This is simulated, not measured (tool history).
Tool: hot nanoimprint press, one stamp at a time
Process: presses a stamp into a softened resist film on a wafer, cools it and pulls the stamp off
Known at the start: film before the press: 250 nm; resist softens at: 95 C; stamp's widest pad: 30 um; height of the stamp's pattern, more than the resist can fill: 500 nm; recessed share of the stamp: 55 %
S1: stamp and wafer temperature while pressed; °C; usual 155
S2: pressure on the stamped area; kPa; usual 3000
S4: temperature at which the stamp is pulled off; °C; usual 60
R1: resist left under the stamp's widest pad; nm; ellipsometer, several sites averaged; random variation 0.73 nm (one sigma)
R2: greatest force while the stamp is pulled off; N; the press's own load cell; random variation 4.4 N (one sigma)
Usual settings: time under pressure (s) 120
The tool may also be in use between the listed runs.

{"run": 1, "hour": 0.0, "S1": 155, "S2": 3000, "time under pressure (s)": 120, "S4": 60, "R1": 87.6, "R2": 212}
{"run": 2, "hour": 84.3, "S1": 155, "S2": 3000, "time under pressure (s)": 120, "S4": 60, "R1": 88.1, "R2": 211}
{"hour": 120.4, "done": "stamp cleaned and given a new release coat"}
{"run": 3, "hour": 187.0, "S1": 155, "S2": 3000, "time under pressure (s)": 120, "S4": 60, "R1": 87.7, "R2": 216}
{"hour": 256.5, "done": "plate thermocouple calibrated"}
{"run": 4, "hour": 256.5, "S1": 144, "S2": 3000, "time under pressure (s)": 120, "S4": 60, "R1": 150, "R2": 223}
{"run": 5, "hour": 298.9, "S1": 155, "S2": 4060, "time under pressure (s)": 120, "S4": 60, "R1": 73.5, "R2": 221}
{"run": 6, "hour": 345.2, "S1": 155, "S2": 4060, "time under pressure (s)": 120, "S4": 60, "R1": 73.4, "R2": 212}
{"run": 7, "hour": 425.5, "S1": 155, "S2": 3000, "time under pressure (s)": 120, "S4": 60, "R1": 87.1, "R2": 219}
{"hour": 488.1, "done": "stamp cleaned and given a new release coat"}
{"run": 8, "hour": 530.0, "S1": 155, "S2": 3000, "time under pressure (s)": 120, "S4": 60, "R1": 88.2, "R2": 218}
{"run": 9, "hour": 599.1, "S1": 155, "S2": 3000, "time under pressure (s)": 120, "S4": 60, "R1": 87.2, "R2": 210}
{"run": 10, "hour": 700.7, "S1": 155, "S2": 3000, "time under pressure (s)": 120, "S4": 60, "R1": 86.1, "R2": 219}
{"run": 11, "hour": 755.4, "S1": 155, "S2": 3000, "time under pressure (s)": 120, "S4": 60, "R1": 88.4, "R2": 211}
{"run": 12, "hour": 835.5, "S1": 155, "S2": 3000, "time under pressure (s)": 120, "S4": 60, "R1": 87.9, "R2": 210}
{"hour": 848.1, "done": "stamp cleaned and given a new release coat"}
{"hour": 932.5, "done": "press's hydraulic seals changed and the load cell set to zero"}
{"hour": 950.1, "done": "plate thermocouple calibrated"}
{"run": 13, "hour": 950.9, "S1": 155, "S2": 3000, "time under pressure (s)": 120, "S4": 60, "R1": 88.4, "R2": 213}
{"run": 14, "hour": 1000.1, "S1": 155, "S2": 3000, "time under pressure (s)": 112, "S4": 60, "R1": 90.5, "R2": 224}
{"run": 15, "hour": 1049.0, "S1": 155, "S2": 3000, "time under pressure (s)": 112, "S4": 60, "R1": 89.1, "R2": 209}
{"run": 16, "hour": 1145.0, "S1": 155, "S2": 3000, "time under pressure (s)": 112, "S4": 60, "R1": 89.2, "R2": 212}
{"run": 17, "hour": 1199.0, "S1": 144, "S2": 2710, "time under pressure (s)": 120, "S4": 57, "R1": 155.5, "R2": 223}
{"hour": 1219.0, "done": "stamp cleaned and given a new release coat"}
{"run": 18, "hour": 1257.4, "S1": 155, "S2": 3000, "time under pressure (s)": 171, "S4": 60, "R1": 77.7, "R2": 220}
{"run": 19, "hour": 1301.2, "S1": 155, "S2": 4490, "time under pressure (s)": 120, "S4": 65, "R1": 69.1, "R2": 183}
{"run": 20, "hour": 1357.8, "S1": 155, "S2": 4490, "time under pressure (s)": 120, "S4": 65, "R1": 69.9, "R2": 188}
{"run": 21, "hour": 1453.9, "S1": 155, "S2": 4250, "time under pressure (s)": 127, "S4": 65, "R1": 70.3, "R2": 194}
{"run": 22, "hour": 1510.9, "S1": 155, "S2": 4250, "time under pressure (s)": 127, "S4": 65, "R1": 70.7, "R2": 189}
{"hour": 1578.3, "done": "stamp cleaned and given a new release coat"}
{"run": 23, "hour": 1606.7, "S1": 164, "S2": 3900, "time under pressure (s)": 97, "S4": 60, "R1": 53.2, "R2": 218}
{"hour": 1628.2, "done": "plate thermocouple calibrated"}
{"run": 24, "hour": 1700.6, "S1": 149, "S2": 3000, "time under pressure (s)": 228, "S4": 60, "R1": 95.5, "R2": 206}
{"run": 25, "hour": 1772.8, "S1": 156, "S2": 3770, "time under pressure (s)": 144, "S4": 60, "R1": 68.7, "R2": 214}
{"run": 26, "hour": 1827.7, "S1": 156, "S2": 3770, "time under pressure (s)": 144, "S4": 60, "R1": 69, "R2": 213}
{"hour": 1922.2, "done": "press's hydraulic seals changed and the load cell set to zero"}
{"run": 27, "hour": 1927.7, "S1": 148, "S2": 3650, "time under pressure (s)": 120, "S4": 60, "R1": 113.1, "R2": 214}
{"hour": 1951.3, "done": "stamp cleaned and given a new release coat"}
{"run": 28, "hour": 2029.8, "S1": 156, "S2": 3630, "time under pressure (s)": 201, "S4": 60, "R1": 62.1, "R2": 197}
{"run": 29, "hour": 2115.2, "S1": 156, "S2": 3630, "time under pressure (s)": 201, "S4": 60, "R1": 61.5, "R2": 216}

3 ways to go on from here, each from the tool as it stands after run 29. What would each give?
{"run": "A", "hour": 2211.4, "S1": 149, "S2": 3000, "time under pressure (s)": 228, "S4": 60, "R1": "?", "R2": "?"}
{"run": "B", "hour": 2211.4, "S1": 155, "S2": 1890, "time under pressure (s)": 120, "S4": 60, "R1": "?", "R2": "?"}
{"run": "C", "hour": 2211.4, "S1": 156, "S2": 4800, "time under pressure (s)": 107, "S4": 60, "R1": "?", "R2": "?"}

run=A R1=95.3 R2=213
run=B R1=112.4 R2=219
run=C R1=66 R2=215
Without the tool's hidden state the same runs would have given:
run=A R1=95.7 R2=213
run=B R1=112.8 R2=218
run=C R1=66.3 R2=214

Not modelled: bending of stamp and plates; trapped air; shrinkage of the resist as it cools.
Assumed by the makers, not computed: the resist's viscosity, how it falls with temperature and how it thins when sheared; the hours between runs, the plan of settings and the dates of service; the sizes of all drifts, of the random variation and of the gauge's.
